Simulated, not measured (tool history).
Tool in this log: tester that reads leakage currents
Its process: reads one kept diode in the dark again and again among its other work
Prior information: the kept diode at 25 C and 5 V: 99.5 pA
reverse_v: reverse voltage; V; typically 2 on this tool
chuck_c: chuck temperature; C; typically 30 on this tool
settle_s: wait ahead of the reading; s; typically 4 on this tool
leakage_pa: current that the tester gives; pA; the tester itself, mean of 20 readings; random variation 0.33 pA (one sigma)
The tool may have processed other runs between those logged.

run    hour  reverse_v  chuck_c  settle_s  leakage_pa
  1       0          2       30         4      110.43
  2    60.1          2       31         4      119.56
  3    96.9          2       31         4      119.77
  4   126.2          2       30      0.41      112.54
  5   181.2          2       30      0.41      112.07
  6   208.8          2       30      0.41      112.71
  7     242          2       30      0.41       112.3
  8   289.2          2       30      0.41      111.86
  9     339          2       30      0.41      112.05
 10   372.8          2       30      0.41      112.06
 11   419.8          2       30      0.41      112.56
 12   451.9       1.63       30         4      103.59
 13   488.1          2       30         4      110.16
 14   549.7          2       30         4      111.24
 15   589.3          2       30         4      110.19
 16   616.4          2       30         4      110.63
 17   677.4          2       30         4      110.21
 18   717.2       8.59       38      3.38      332.98
 19   752.9          2       30       1.9      110.37
 20   815.7          2       30       1.9      110.18
 21   879.4          2       30       1.9      111.04
 22   906.3       3.65       31      0.33      149.88
 23   971.4       3.65       29      0.33      128.73
 24  1003.9       8.48       29      0.33      174.41
 25  1047.4          2       22         4       57.52
 26  1109.3       6.15       30         4       160.4
 27  1137.6       6.15       30         4      160.61
 28  1189.1          2       30      3.04      110.62
     1226.1  -- probe card cleaned and baked
 29  1228.6          2       35      3.04      162.66
 30  1280.7       7.23       38      3.26      315.71
 31  1315.1       7.23       38      3.26      315.09
 32  1355.8          2       29      1.31      102.22
 33  1403.8      16.27       25      0.78      154.99
 34  1462.1       2.32       23      0.97       66.16

Predict each of these 4 candidate next runs independently; none follows another, all start after run 34:
  A  1503.7       9.62       23      0.97           ?
  B  1503.7          2       30      0.55           ?
  C  1503.7       1.81       38      1.42           ?
  D  1503.7       2.32       41      0.97           ?

run  leakage_pa
  A      108.45
  B      111.09
  C      197.38
  D      268.66
Without the tool's unlogged condition, the same runs would have read:
run  leakage_pa
  A      108.38
  B      111.05
  C       197.3
  D      268.57
